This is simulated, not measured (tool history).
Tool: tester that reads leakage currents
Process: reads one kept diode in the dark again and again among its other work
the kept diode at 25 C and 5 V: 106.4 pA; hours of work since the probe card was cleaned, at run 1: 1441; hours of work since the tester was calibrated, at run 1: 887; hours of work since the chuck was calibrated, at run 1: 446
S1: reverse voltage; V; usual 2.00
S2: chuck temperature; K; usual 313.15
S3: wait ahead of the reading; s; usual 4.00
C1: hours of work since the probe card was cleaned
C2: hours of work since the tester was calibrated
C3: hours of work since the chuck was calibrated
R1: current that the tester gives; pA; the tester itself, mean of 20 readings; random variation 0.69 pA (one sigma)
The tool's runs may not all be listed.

run,hour,S1,S2,S3,C1,C2,C3,R1
1,0.0,2.00,313.15,4.00,1441,887,446,245.06
2,47.0,2.00,313.15,4.00,1474,920,479,245.43
3,94.9,2.00,313.15,4.00,1508,954,513,246.40
4,151.9,2.00,313.15,9.82,1548,994,554,246.32
# hour 199.9: chuck's temperature calibrated
5,222.8,4.88,313.15,4.00,1597,1043,16,338.69
6,279.9,4.88,317.15,4.00,1637,1084,57,445.41
7,320.8,4.88,317.15,4.00,1666,1113,86,443.88
8,385.5,6.11,317.15,4.00,1712,1158,131,481.33
# hour 397.6: chuck's temperature calibrated, once more
9,444.2,6.11,317.15,4.00,1752,1199,33,444.77
10,512.5,2.00,313.15,2.60,1801,1247,81,239.39
11,562.4,2.00,313.15,4.00,1836,1282,117,238.14
12,602.7,2.00,313.15,4.00,1865,1311,145,238.32
13,645.7,2.00,313.15,4.00,1895,1341,176,241.55
14,705.5,2.00,313.15,4.00,1937,1384,218,242.22
15,778.0,2.00,313.15,4.00,1989,1435,269,242.86
16,827.4,2.00,313.15,4.00,2024,1470,304,244.56
17,873.8,2.00,323.15,4.00,2057,1503,337,466.78
18,916.5,2.00,313.15,4.00,2087,1533,368,246.62
19,970.9,2.00,313.15,4.00,2125,1572,406,247.25
20,1042.7,2.00,331.15,4.00,2176,1623,457,767.79
21,1087.6,2.00,331.15,4.00,2208,1654,489,769.96
22,1158.3,1.71,298.15,4.00,2258,1704,539,85.00
23,1211.6,19.93,295.15,4.00,2296,1742,577,179.97
# hour 1224.2: chuck's temperature calibrated
24,1266.5,2.98,313.15,4.00,2333,1780,30,267.29
25,1300.7,1.50,306.15,4.00,2358,1804,54,133.07
26,1345.4,5.68,296.15,4.00,2389,1836,86,106.71
27,1408.1,2.00,313.15,3.81,2434,1880,130,235.54
28,1459.2,1.33,295.15,0.32,2470,1916,166,60.59
29,1489.9,11.56,295.15,0.32,2492,1938,188,146.83
30,1559.1,8.28,295.15,0.68,2541,1987,237,122.51
31,1597.2,1.12,331.15,2.68,2568,2014,264,614.63
32,1665.9,13.62,333.15,0.50,2616,2063,313,1587.64
33,1720.9,1.33,333.15,0.50,2655,2102,352,743.61
34,1788.5,2.00,313.15,0.91,2703,2149,400,243.42
35,1863.2,2.00,333.15,3.24,2756,2202,453,854.26
36,1936.9,1.64,313.15,4.00,2808,2255,505,232.64
37,1980.3,2.17,302.15,4.00,2839,2285,536,121.50
38,2037.0,2.17,302.15,4.00,2879,2325,576,121.82
# hour 2053.7: chuck's temperature calibrated
39,2105.4,2.14,308.15,7.19,2926,2372,37,174.50

Forecast each of these 4 alternatives for the next run:
A,2169.4,2.14,294.15,7.19,2971,2418,82,?
B,2169.4,2.12,311.15,0.56,2971,2418,82,?
C,2169.4,10.24,313.15,1.57,2971,2418,82,?
D,2169.4,2.57,326.15,0.50,2971,2418,82,?

run,R1
A,66.78
B,214.69
C,422.21
D,597.84
Without the tool's hidden state the same runs would have given:
run,R1
A,60.54
B,204.64
C,390.11
D,577.20

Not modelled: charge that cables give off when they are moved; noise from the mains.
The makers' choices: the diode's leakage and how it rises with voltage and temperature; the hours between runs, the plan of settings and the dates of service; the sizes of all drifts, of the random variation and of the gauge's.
